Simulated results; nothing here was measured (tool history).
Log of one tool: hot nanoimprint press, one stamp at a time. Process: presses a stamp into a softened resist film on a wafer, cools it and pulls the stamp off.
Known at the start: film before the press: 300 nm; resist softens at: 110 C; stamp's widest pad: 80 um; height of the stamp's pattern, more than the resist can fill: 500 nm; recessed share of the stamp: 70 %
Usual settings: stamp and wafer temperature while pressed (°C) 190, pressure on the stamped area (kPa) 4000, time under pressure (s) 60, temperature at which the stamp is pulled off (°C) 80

| run | hour | stamp and wafer temperature while pressed (°C) | pressure on the stamped area (kPa) | time under pressure (s) | temperature at which the stamp is pulled off (°C) | resist left under the stamp's widest pad (angstrom) | greatest force while the stamp is pulled off (N) |
|---|---|---|---|---|---|---|---|
| 1 | 0.0 | 190 | 4000 | 60 | 80 | 1203 | 183 |
| 2 | 66.4 | 190 | 4000 | 60 | 80 | 1204 | 191 |
| 3 | 109.3 | 190 | 4000 | 60 | 80 | 1201 | 195 |
| 4 | 163.0 | 190 | 4000 | 60 | 80 | 1201 | 193 |
|  | 190.6 | press's hydraulic seals changed and the load cell set to zero |
| 5 | 218.9 | 190 | 4000 | 60 | 80 | 1202 | 194 |
|  | 262.3 | plate thermocouple calibrated |
|  | 268.3 | stamp cleaned and given a new release coat |
| 6 | 288.3 | 190 | 4000 | 60 | 80 | 1196 | 190 |
| 7 | 338.6 | 190 | 4000 | 60 | 70 | 1206 | 229 |
| 8 | 384.2 | 190 | 4000 | 60 | 81 | 1196 | 183 |
| 9 | 454.9 | 190 | 4730 | 60 | 81 | 1084 | 182 |
| 10 | 507.7 | 190 | 4730 | 60 | 81 | 1086 | 189 |
|  | 526.5 | stamp cleaned and given a new release coat |
| 11 | 569.4 | 192 | 4670 | 60 | 79 | 1045 | 184 |
| 12 | 614.5 | 192 | 4670 | 60 | 79 | 1042 | 192 |

The next listed run, before its measurement:
| 13 | 669.4 | 192 | 4670 | 60 | 79 | ? | ? |

{"run 13": {"resist left under the stamp's widest pad (angstrom)": 1042, "greatest force while the stamp is pulled off (N)": 195}}
Without the tool's hidden state the same run would have given resist left under the stamp's widest pad (angstrom) 1041, greatest force while the stamp is pulled off (N) 193.
